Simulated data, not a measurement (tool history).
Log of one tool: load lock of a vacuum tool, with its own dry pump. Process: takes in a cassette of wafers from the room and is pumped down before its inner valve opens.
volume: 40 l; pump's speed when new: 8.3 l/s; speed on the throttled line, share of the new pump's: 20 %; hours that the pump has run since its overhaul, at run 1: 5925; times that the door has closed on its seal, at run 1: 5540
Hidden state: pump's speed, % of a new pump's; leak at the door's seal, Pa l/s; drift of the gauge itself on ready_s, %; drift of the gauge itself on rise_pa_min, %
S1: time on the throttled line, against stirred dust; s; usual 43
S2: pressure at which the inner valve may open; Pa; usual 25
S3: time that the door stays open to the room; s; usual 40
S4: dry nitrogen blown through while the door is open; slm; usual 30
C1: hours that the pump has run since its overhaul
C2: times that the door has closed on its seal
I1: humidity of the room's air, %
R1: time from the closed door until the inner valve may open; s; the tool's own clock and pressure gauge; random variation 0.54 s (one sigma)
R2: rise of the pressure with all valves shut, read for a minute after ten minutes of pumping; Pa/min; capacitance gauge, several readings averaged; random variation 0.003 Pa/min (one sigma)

{"run": 1, "hour": 0.0, "S1": 43, "S2": 25, "S3": 40, "S4": 30, "C1": 5925, "C2": 5540, "I1": 45.4, "R1": 76.3, "R2": 0.062}
{"run": 2, "hour": 294.7, "S1": 43, "S2": 25, "S3": 40, "S4": 30, "C1": 6220, "C2": 6061, "I1": 42.8, "R1": 77.2, "R2": 0.058}
{"run": 3, "hour": 543.7, "S1": 43, "S2": 25, "S3": 40, "S4": 30, "C1": 6469, "C2": 6500, "I1": 45.6, "R1": 76.6, "R2": 0.063}
{"run": 4, "hour": 787.8, "S1": 43, "S2": 25, "S3": 40, "S4": 30, "C1": 6713, "C2": 6931, "I1": 42.4, "R1": 76.5, "R2": 0.064}
{"run": 5, "hour": 1013.4, "S1": 43, "S2": 25, "S3": 36, "S4": 30, "C1": 6939, "C2": 7329, "I1": 43.9, "R1": 77.2, "R2": 0.069}
{"run": 6, "hour": 1358.7, "S1": 43, "S2": 25, "S3": 36, "S4": 30, "C1": 7284, "C2": 7938, "I1": 47.6, "R1": 77.0, "R2": 0.079}
{"run": 7, "hour": 1630.5, "S1": 43, "S2": 25, "S3": 36, "S4": 30, "C1": 7556, "C2": 8418, "I1": 45.4, "R1": 76.7, "R2": 0.081}
{"run": 8, "hour": 1866.5, "S1": 43, "S2": 25, "S3": 40, "S4": 30, "C1": 7792, "C2": 8835, "I1": 46.7, "R1": 78.0, "R2": 0.081}
{"run": 9, "hour": 2182.4, "S1": 43, "S2": 25, "S3": 40, "S4": 9, "C1": 8108, "C2": 9392, "I1": 46.1, "R1": 78.0, "R2": 0.106}
{"run": 10, "hour": 2449.3, "S1": 43, "S2": 25, "S3": 40, "S4": 14, "C1": 8375, "C2": 9863, "I1": 42.6, "R1": 76.9, "R2": 0.101}
{"run": 11, "hour": 2788.4, "S1": 43, "S2": 25, "S3": 40, "S4": 14, "C1": 8714, "C2": 10462, "I1": 46.5, "R1": 76.6, "R2": 0.106}
{"run": 12, "hour": 3080.9, "S1": 43, "S2": 19, "S3": 40, "S4": 30, "C1": 9006, "C2": 10978, "I1": 43.7, "R1": 78.8, "R2": 0.103}
{"run": 13, "hour": 3394.8, "S1": 43, "S2": 19, "S3": 40, "S4": 34, "C1": 9320, "C2": 11532, "I1": 45.2, "R1": 78.3, "R2": 0.101}
{"run": 14, "hour": 3747.9, "S1": 43, "S2": 25, "S3": 228, "S4": 12, "C1": 9673, "C2": 12156, "I1": 43.5, "R1": 78.5, "R2": 0.181}
{"run": 15, "hour": 3962.8, "S1": 49, "S2": 25, "S3": 228, "S4": 9, "C1": 9888, "C2": 12535, "I1": 47.3, "R1": 82.6, "R2": 0.202}
{"run": 16, "hour": 4199.1, "S1": 49, "S2": 25, "S3": 228, "S4": 9, "C1": 10124, "C2": 12952, "I1": 45.8, "R1": 81.9, "R2": 0.208}
{"run": 17, "hour": 4349.2, "S1": 49, "S2": 26, "S3": 228, "S4": 9, "C1": 10275, "C2": 13217, "I1": 44.7, "R1": 82.5, "R2": 0.206}
{"run": 18, "hour": 4514.7, "S1": 49, "S2": 26, "S3": 228, "S4": 9, "C1": 10440, "C2": 13509, "I1": 44.8, "R1": 82.2, "R2": 0.211}
{"run": 19, "hour": 4687.3, "S1": 49, "S2": 26, "S3": 228, "S4": 9, "C1": 10613, "C2": 13814, "I1": 47.5, "R1": 82.9, "R2": 0.214}
{"run": 20, "hour": 4908.1, "S1": 49, "S2": 26, "S3": 228, "S4": 9, "C1": 10833, "C2": 14203, "I1": 41.6, "R1": 82.4, "R2": 0.214}
{"run": 21, "hour": 5250.3, "S1": 71, "S2": 49, "S3": 36, "S4": 4, "C1": 11176, "C2": 14807, "I1": 44.6, "R1": 97.5, "R2": 0.167}
{"run": 22, "hour": 5458.3, "S1": 71, "S2": 49, "S3": 55, "S4": 18, "C1": 11384, "C2": 15174, "I1": 44.1, "R1": 96.3, "R2": 0.169}
{"run": 23, "hour": 5692.1, "S1": 32, "S2": 46, "S3": 95, "S4": 18, "C1": 11618, "C2": 15587, "I1": 46.9, "R1": 66.6, "R2": 0.19}
{"run": 24, "hour": 5992.5, "S1": 26, "S2": 24, "S3": 27, "S4": 13, "C1": 11918, "C2": 16117, "I1": 42.1, "R1": 65.5, "R2": 0.175}
{"run": 25, "hour": 6295.0, "S1": 26, "S2": 25, "S3": 175, "S4": 13, "C1": 12220, "C2": 16651, "I1": 44.2, "R1": 66.4, "R2": 0.23}

Measured less the same run without the tool's hidden state. The same run-to-run variation is in both; the gauge's scatter may not be:
run=1 R1=+1.9 R2=+0.032
run=2 R1=+2.0 R2=+0.037
run=3 R1=+2.1 R2=+0.039
run=4 R1=+2.2 R2=+0.044
run=5 R1=+2.3 R2=+0.048
run=6 R1=+2.4 R2=+0.053
run=7 R1=+2.5 R2=+0.056
run=8 R1=+2.6 R2=+0.059
run=9 R1=+2.8 R2=+0.064
run=10 R1=+2.8 R2=+0.067
run=11 R1=+2.9 R2=+0.073
run=12 R1=+3.2 R2=+0.080
run=13 R1=+3.3 R2=+0.084
run=14 R1=+3.3 R2=+0.091
run=15 R1=+3.2 R2=+0.097
run=16 R1=+3.4 R2=+0.104
run=17 R1=+3.4 R2=+0.105
run=18 R1=+3.4 R2=+0.109
run=19 R1=+3.5 R2=+0.113
run=20 R1=+3.7 R2=+0.119
run=21 R1=+2.9 R2=+0.127
run=22 R1=+2.9 R2=+0.133
run=23 R1=+4.1 R2=+0.139
run=24 R1=+4.8 R2=+0.145
run=25 R1=+4.9 R2=+0.154
